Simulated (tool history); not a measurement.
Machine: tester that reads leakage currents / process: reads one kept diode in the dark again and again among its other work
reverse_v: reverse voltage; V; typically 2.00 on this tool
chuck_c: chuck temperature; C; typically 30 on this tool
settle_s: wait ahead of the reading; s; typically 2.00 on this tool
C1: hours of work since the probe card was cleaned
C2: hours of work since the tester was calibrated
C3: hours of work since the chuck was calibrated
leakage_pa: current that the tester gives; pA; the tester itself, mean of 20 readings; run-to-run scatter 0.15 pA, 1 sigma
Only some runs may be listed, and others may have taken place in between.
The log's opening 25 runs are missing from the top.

run 26 hour=4761.3 | reverse_v=7.02 chuck_c=21 settle_s=2.00 | C1=739 C2=4628 C3=998 | leakage_pa=40.24
run 27 hour=5008.8 | reverse_v=1.72 chuck_c=41 settle_s=2.00 | C1=920 C2=4809 C3=1179 | leakage_pa=100.99
run 28 hour=5126.0 | reverse_v=2.00 chuck_c=57 settle_s=2.00 | C1=1006 C2=4894 C3=1265 | leakage_pa=310.23
run 29 hour=5397.2 | reverse_v=7.39 chuck_c=50 settle_s=3.72 | C1=1204 C2=5092 C3=1463 | leakage_pa=323.55
run 30 hour=5628.1 | reverse_v=5.28 chuck_c=39 settle_s=3.72 | C1=1372 C2=5261 C3=1631 | leakage_pa=135.26
run 31 hour=5821.4 | reverse_v=5.28 chuck_c=39 settle_s=3.72 | C1=1513 C2=5402 C3=1772 | leakage_pa=135.03
run 32 hour=6084.6 | reverse_v=5.28 chuck_c=39 settle_s=3.72 | C1=1706 C2=5594 C3=1964 | leakage_pa=135.16
run 33 hour=6286.1 | reverse_v=5.28 chuck_c=39 settle_s=3.72 | C1=1853 C2=5741 C3=2112 | leakage_pa=135.12
run 34 hour=6410.1 | reverse_v=1.50 chuck_c=21 settle_s=3.72 | C1=1943 C2=5832 C3=2202 | leakage_pa=21.81
-- hour=6598.8 tester calibrated
run 35 hour=6598.8 | reverse_v=3.47 chuck_c=25 settle_s=3.24 | C1=2080 C2=0 C3=2338 | leakage_pa=41.05
-- hour=6656.0 chuck's temperature calibrated
run 36 hour=6884.4 | reverse_v=2.96 chuck_c=39 settle_s=7.30 | C1=2287 C2=207 C3=167 | leakage_pa=107.70
run 37 hour=7018.3 | reverse_v=2.96 chuck_c=39 settle_s=7.30 | C1=2384 C2=305 C3=265 | leakage_pa=108.33
run 38 hour=7228.9 | reverse_v=7.20 chuck_c=26 settle_s=0.35 | C1=2538 C2=459 C3=418 | leakage_pa=65.70
run 39 hour=7396.5 | reverse_v=1.71 chuck_c=40 settle_s=2.00 | C1=2660 C2=581 C3=541 | leakage_pa=94.56
run 40 hour=7600.4 | reverse_v=12.77 chuck_c=34 settle_s=2.00 | C1=2809 C2=730 C3=690 | leakage_pa=133.58
run 41 hour=7872.4 | reverse_v=7.26 chuck_c=30 settle_s=0.72 | C1=3008 C2=928 C3=888 | leakage_pa=82.97

What if the next run were any one of these 3? Each begins from the tool's condition after run 41:
run A hour=8070.3 | reverse_v=2.00 chuck_c=46 settle_s=3.83 | C1=3152 C2=1073 C3=1033 | leakage_pa=?
run B hour=8070.3 | reverse_v=7.26 chuck_c=30 settle_s=1.36 | C1=3152 C2=1073 C3=1033 | leakage_pa=?
run C hour=8070.3 | reverse_v=7.26 chuck_c=30 settle_s=0.42 | C1=3152 C2=1073 C3=1033 | leakage_pa=?

run=A leakage_pa=151.02
run=B leakage_pa=80.40
run=C leakage_pa=85.46
Stripped of hidden state, with their random variation kept, the same runs would have yielded:
run=A leakage_pa=151.02
run=B leakage_pa=80.33
run=C leakage_pa=85.39

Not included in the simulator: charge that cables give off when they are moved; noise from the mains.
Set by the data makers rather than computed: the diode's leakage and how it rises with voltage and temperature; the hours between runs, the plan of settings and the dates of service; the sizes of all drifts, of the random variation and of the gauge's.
